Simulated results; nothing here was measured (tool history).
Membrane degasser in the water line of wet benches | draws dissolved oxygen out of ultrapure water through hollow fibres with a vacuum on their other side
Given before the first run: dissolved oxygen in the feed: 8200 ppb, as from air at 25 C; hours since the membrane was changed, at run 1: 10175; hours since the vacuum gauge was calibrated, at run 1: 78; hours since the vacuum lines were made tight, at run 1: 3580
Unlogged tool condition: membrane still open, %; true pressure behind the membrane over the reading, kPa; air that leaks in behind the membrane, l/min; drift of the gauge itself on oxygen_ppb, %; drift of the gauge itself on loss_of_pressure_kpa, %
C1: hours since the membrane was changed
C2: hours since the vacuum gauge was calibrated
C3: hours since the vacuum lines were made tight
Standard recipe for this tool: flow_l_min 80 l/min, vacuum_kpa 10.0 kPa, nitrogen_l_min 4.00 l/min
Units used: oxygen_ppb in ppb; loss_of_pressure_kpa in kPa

run 1 day=0.000 | flow_l_min=80 vacuum_kpa=10.0 nitrogen_l_min=4.00 | C1=10175 C2=78 C3=3580 | oxygen_ppb=304.0 loss_of_pressure_kpa=58.80
run 2 day=5.612 | flow_l_min=118 vacuum_kpa=10.0 nitrogen_l_min=4.00 | C1=10310 C2=213 C3=3715 | oxygen_ppb=443.2 loss_of_pressure_kpa=87.45
run 3 day=13.971 | flow_l_min=80 vacuum_kpa=19.7 nitrogen_l_min=4.00 | C1=10511 C2=414 C3=3915 | oxygen_ppb=689.4 loss_of_pressure_kpa=59.53
run 4 day=18.808 | flow_l_min=80 vacuum_kpa=8.1 nitrogen_l_min=4.00 | C1=10627 C2=530 C3=4031 | oxygen_ppb=224.7 loss_of_pressure_kpa=59.67
run 5 day=29.538 | flow_l_min=80 vacuum_kpa=10.0 nitrogen_l_min=6.93 | C1=10884 C2=787 C3=4289 | oxygen_ppb=189.4 loss_of_pressure_kpa=59.72
run 6 day=35.104 | flow_l_min=75 vacuum_kpa=10.0 nitrogen_l_min=4.00 | C1=11018 C2=921 C3=4422 | oxygen_ppb=286.3 loss_of_pressure_kpa=55.97
run 7 day=44.104 | flow_l_min=66 vacuum_kpa=10.0 nitrogen_l_min=4.00 | C1=11234 C2=1137 C3=4638 | oxygen_ppb=254.9 loss_of_pressure_kpa=49.10
run 8 day=54.662 | flow_l_min=80 vacuum_kpa=10.0 nitrogen_l_min=4.00 | C1=11487 C2=1390 C3=4892 | oxygen_ppb=305.7 loss_of_pressure_kpa=59.72
run 9 day=64.817 | flow_l_min=80 vacuum_kpa=10.0 nitrogen_l_min=4.00 | C1=11731 C2=1634 C3=5136 | oxygen_ppb=306.3 loss_of_pressure_kpa=59.42
run 10 day=72.533 | flow_l_min=80 vacuum_kpa=10.0 nitrogen_l_min=2.22 | C1=11916 C2=1819 C3=5321 | oxygen_ppb=492.1 loss_of_pressure_kpa=59.43
run 11 day=81.608 | flow_l_min=80 vacuum_kpa=10.0 nitrogen_l_min=2.22 | C1=12134 C2=2037 C3=5539 | oxygen_ppb=492.1 loss_of_pressure_kpa=59.63
run 12 day=87.383 | flow_l_min=80 vacuum_kpa=10.0 nitrogen_l_min=4.00 | C1=12273 C2=2176 C3=5677 | oxygen_ppb=306.6 loss_of_pressure_kpa=59.81
run 13 day=95.988 | flow_l_min=80 vacuum_kpa=10.0 nitrogen_l_min=4.00 | C1=12479 C2=2382 C3=5884 | oxygen_ppb=306.5 loss_of_pressure_kpa=59.83
run 14 day=105.362 | flow_l_min=57 vacuum_kpa=10.0 nitrogen_l_min=4.00 | C1=12704 C2=2607 C3=6109 | oxygen_ppb=224.7 loss_of_pressure_kpa=42.96
run 15 day=116.029 | flow_l_min=57 vacuum_kpa=10.0 nitrogen_l_min=4.00 | C1=12960 C2=2863 C3=6365 | oxygen_ppb=224.7 loss_of_pressure_kpa=42.72
run 16 day=123.954 | flow_l_min=55 vacuum_kpa=6.2 nitrogen_l_min=4.00 | C1=13150 C2=3053 C3=6555 | oxygen_ppb=100.5 loss_of_pressure_kpa=41.32
run 17 day=133.925 | flow_l_min=55 vacuum_kpa=6.2 nitrogen_l_min=4.00 | C1=13390 C2=3293 C3=6794 | oxygen_ppb=100.6 loss_of_pressure_kpa=41.19
-- day=144.233 vacuum gauge calibrated
run 18 day=144.233 | flow_l_min=106 vacuum_kpa=10.7 nitrogen_l_min=2.20 | C1=13637 C2=0 C3=7041 | oxygen_ppb=673.8 loss_of_pressure_kpa=79.66
run 19 day=153.788 | flow_l_min=53 vacuum_kpa=17.1 nitrogen_l_min=9.51 | C1=13866 C2=229 C3=7270 | oxygen_ppb=186.3 loss_of_pressure_kpa=39.67
run 20 day=164.446 | flow_l_min=53 vacuum_kpa=7.7 nitrogen_l_min=6.86 | C1=14122 C2=485 C3=7526 | oxygen_ppb=83.9 loss_of_pressure_kpa=39.70
run 21 day=172.733 | flow_l_min=53 vacuum_kpa=13.4 nitrogen_l_min=1.69 | C1=14320 C2=684 C3=7725 | oxygen_ppb=631.2 loss_of_pressure_kpa=39.87
run 22 day=178.788 | flow_l_min=53 vacuum_kpa=13.4 nitrogen_l_min=1.69 | C1=14466 C2=829 C3=7870 | oxygen_ppb=631.8 loss_of_pressure_kpa=39.69
run 23 day=187.167 | flow_l_min=53 vacuum_kpa=13.4 nitrogen_l_min=1.69 | C1=14667 C2=1030 C3=8071 | oxygen_ppb=630.0 loss_of_pressure_kpa=39.94
run 24 day=194.771 | flow_l_min=83 vacuum_kpa=9.9 nitrogen_l_min=1.75 | C1=14849 C2=1213 C3=8254 | oxygen_ppb=587.3 loss_of_pressure_kpa=62.65
run 25 day=203.179 | flow_l_min=83 vacuum_kpa=9.9 nitrogen_l_min=1.75 | C1=15051 C2=1415 C3=8456 | oxygen_ppb=591.6 loss_of_pressure_kpa=62.83
-- day=205.842 seals of the vacuum lines changed
run 26 day=210.050 | flow_l_min=123 vacuum_kpa=9.9 nitrogen_l_min=11.62 | C1=15214 C2=1578 C3=101 | oxygen_ppb=207.0 loss_of_pressure_kpa=92.64
run 27 day=219.104 | flow_l_min=57 vacuum_kpa=9.9 nitrogen_l_min=4.75 | C1=15431 C2=1795 C3=318 | oxygen_ppb=185.7 loss_of_pressure_kpa=42.87
run 28 day=226.046 | flow_l_min=57 vacuum_kpa=9.9 nitrogen_l_min=1.73 | C1=15598 C2=1961 C3=485 | oxygen_ppb=441.0 loss_of_pressure_kpa=43.01
run 29 day=232.688 | flow_l_min=57 vacuum_kpa=9.9 nitrogen_l_min=1.73 | C1=15757 C2=2121 C3=644 | oxygen_ppb=440.7 loss_of_pressure_kpa=42.92

Describe how what the log doesn't record of the tool's condition differs between the last listed run preceding each entry between runs and the first listed run following it.
Between runs 17 and 18: vacuum gauge calibrated (day 144.233)
  membrane still open, %: 95.3 -> 95.2; true pressure behind the membrane over the reading, kPa: 0.16 -> -0.01; air that leaks in behind the membrane, l/min: 0.014 -> 0.0145
  measured result minus the result with no hidden state, oxygen_ppb: +5.7 -> +4.6 ppb; loss_of_pressure_kpa: +1.93 -> +3.78 kPa
Between runs 25 and 26: seals of the vacuum lines changed (day 205.842)
  membrane still open, %: 94.8 -> 94.7; true pressure behind the membrane over the reading, kPa: 0.02 -> 0.03; air that leaks in behind the membrane, l/min: 0.0171 -> 0.0024
  measured result minus the result with no hidden state, oxygen_ppb: +4.3 -> +11.5 ppb; loss_of_pressure_kpa: +3.28 -> +4.91 kPa
